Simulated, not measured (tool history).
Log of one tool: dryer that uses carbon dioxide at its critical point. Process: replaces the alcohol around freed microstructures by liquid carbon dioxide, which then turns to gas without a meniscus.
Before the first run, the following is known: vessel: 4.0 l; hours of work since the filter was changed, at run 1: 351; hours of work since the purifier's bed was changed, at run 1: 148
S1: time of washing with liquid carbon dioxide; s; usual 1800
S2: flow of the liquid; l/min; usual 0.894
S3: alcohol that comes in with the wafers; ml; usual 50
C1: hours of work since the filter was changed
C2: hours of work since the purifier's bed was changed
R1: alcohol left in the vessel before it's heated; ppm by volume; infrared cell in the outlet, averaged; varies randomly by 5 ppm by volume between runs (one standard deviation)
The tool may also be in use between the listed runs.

run 1 day=0 | S1=1800 S2=0.894 S3=50 | C1=351 C2=148 | R1=67
run 2 day=0.833 | S1=1800 S2=0.894 S3=50 | C1=365 C2=161 | R1=76
run 3 day=1.808 | S1=1800 S2=1.46 S3=50 | C1=380 C2=177 | R1=51
run 4 day=2.288 | S1=1800 S2=1.39 S3=50 | C1=388 C2=185 | R1=54
run 5 day=2.833 | S1=1800 S2=1.39 S3=50 | C1=397 C2=194 | R1=56
run 6 day=3.829 | S1=1800 S2=0.894 S3=50 | C1=413 C2=210 | R1=90
run 7 day=4.858 | S1=1800 S2=0.894 S3=50 | C1=430 C2=227 | R1=107
run 8 day=5.562 | S1=2640 S2=0.894 S3=50 | C1=441 C2=238 | R1=68
run 9 day=6.275 | S1=1800 S2=0.894 S3=50 | C1=453 C2=250 | R1=102
run 10 day=6.988 | S1=1800 S2=0.894 S3=50 | C1=464 C2=261 | R1=105
run 11 day=7.658 | S1=1920 S2=0.894 S3=50 | C1=475 C2=272 | R1=101
run 12 day=8.462 | S1=1920 S2=0.894 S3=50 | C1=488 C2=285 | R1=105
run 13 day=9.458 | S1=1920 S2=0.894 S3=50 | C1=504 C2=301 | R1=104
run 14 day=9.917 | S1=1260 S2=0.897 S3=66 | C1=512 C2=309 | R1=356
run 15 day=10.583 | S1=1500 S2=1.01 S3=50 | C1=522 C2=319 | R1=143
run 16 day=11.5 | S1=1500 S2=0.837 S3=50 | C1=537 C2=334 | R1=219
run 17 day=12.204 | S1=1500 S2=0.837 S3=50 | C1=549 C2=346 | R1=241
run 18 day=12.9 | S1=1500 S2=0.837 S3=50 | C1=560 C2=357 | R1=229
run 19 day=13.762 | S1=2520 S2=0.837 S3=23 | C1=574 C2=371 | R1=104
-- day=14.492 inlet filter changed
run 20 day=14.621 | S1=2520 S2=1.002 S3=23 | C1=2 C2=384 | R1=107
run 21 day=15.429 | S1=2520 S2=1.002 S3=23 | C1=15 C2=397 | R1=113
run 22 day=16.442 | S1=1200 S2=0.537 S3=49 | C1=32 C2=414 | R1=1061
run 23 day=17.042 | S1=1200 S2=0.537 S3=49 | C1=41 C2=423 | R1=1100

5 options for the next run, each taken on its own from the tool as it stands now. Forecast them:
run A day=18 | S1=1200 S2=0.537 S3=22 | C1=57 C2=439 | R1=?
run B day=18 | S1=1080 S2=0.606 S3=43 | C1=57 C2=439 | R1=?
run C day=18 | S1=1200 S2=0.97 S3=70 | C1=57 C2=439 | R1=?
run D day=18 | S1=1200 S2=1.009 S3=41 | C1=57 C2=439 | R1=?
run E day=18 | S1=1980 S2=1.095 S3=112 | C1=57 C2=439 | R1=?

run=A R1=555
run=B R1=960
run=C R1=308
run=D R1=202
run=E R1=129
Without the tool's hidden state the same runs would have given:
run=A R1=428
run=B R1=819
run=C R1=181
run=D R1=85
run=E R1=15

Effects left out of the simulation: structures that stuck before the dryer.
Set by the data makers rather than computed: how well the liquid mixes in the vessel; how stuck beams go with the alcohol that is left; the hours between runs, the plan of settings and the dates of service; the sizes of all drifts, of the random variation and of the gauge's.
